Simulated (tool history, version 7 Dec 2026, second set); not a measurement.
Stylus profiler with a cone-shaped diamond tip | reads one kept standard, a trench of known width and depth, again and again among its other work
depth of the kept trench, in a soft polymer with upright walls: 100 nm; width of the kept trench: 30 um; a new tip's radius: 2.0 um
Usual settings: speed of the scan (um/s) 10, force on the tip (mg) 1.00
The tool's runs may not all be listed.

run,hour,speed of the scan (um/s),force on the tip (mg),depth of the trench (nm),width of the trench's floor (nm)
1,0.0,10,1.00,100.25,28330
# hour 34.5: new tip fitted, height scale calibrated
2,37.5,10,1.00,100.77,28650
3,82.0,10,1.00,100.72,28660
4,126.9,25,1.00,100.76,28490
5,170.7,3,1.00,100.67,28690
6,198.2,3,0.84,100.68,28700
7,248.7,10,1.00,100.73,28590
8,300.5,10,2.22,101.22,28670
9,344.6,10,2.22,101.19,28620
10,397.0,10,1.00,100.66,28590
11,435.2,10,1.00,100.62,28610
12,473.8,9,1.00,100.61,28550
13,512.0,9,1.00,100.63,28570
14,562.9,9,1.00,100.62,28600
15,593.3,2,1.00,100.63,28630
16,642.4,10,1.00,100.60,28550
17,690.1,10,1.00,100.66,28550
18,738.9,10,1.00,100.60,28520
19,776.8,10,1.69,100.91,28510
20,809.6,10,0.71,100.41,28490
21,838.5,10,0.71,100.43,28470
22,882.5,40,1.79,100.84,28290
23,932.4,9,1.00,100.54,28530
24,977.2,9,1.00,100.56,28490
25,1011.1,6,1.35,100.72,28520
26,1061.7,6,0.62,100.36,28480
27,1109.0,8,1.19,100.59,28490
28,1162.8,8,1.19,100.50,28510
29,1217.4,27,0.66,100.25,28230
30,1243.4,38,0.91,100.42,28200
31,1297.7,23,1.02,100.45,28340
32,1322.1,3,0.36,100.16,28450
33,1365.0,3,2.37,100.93,28490
34,1390.2,33,1.50,100.70,28240
35,1415.6,10,1.26,100.57,28440
36,1442.2,10,1.26,100.54,28440
37,1496.3,10,1.26,100.56,28390
38,1533.9,21,2.09,100.82,28340
39,1585.2,15,1.75,100.72,28380
40,1632.7,11,1.12,100.37,28380
41,1682.1,25,2.73,101.05,28320
42,1719.9,25,2.73,101.01,28300

5 ways to go on from here, each from the tool as it stands after run 42. What would each give?
A,1766.2,2,2.04,?,?
B,1766.2,9,1.35,?,?
C,1766.2,4,2.74,?,?
D,1766.2,10,2.67,?,?
E,1766.2,3,0.61,?,?

run,depth of the trench (nm),width of the trench's floor (nm)
A,100.75,28460
B,100.48,28360
C,101.07,28470
D,100.96,28410
E,100.11,28390
Without the tool's hidden state the same runs would have given:
run,depth of the trench (nm),width of the trench's floor (nm)
A,101.15,28750
B,100.87,28650
C,101.47,28760
D,101.36,28700
E,100.50,28680
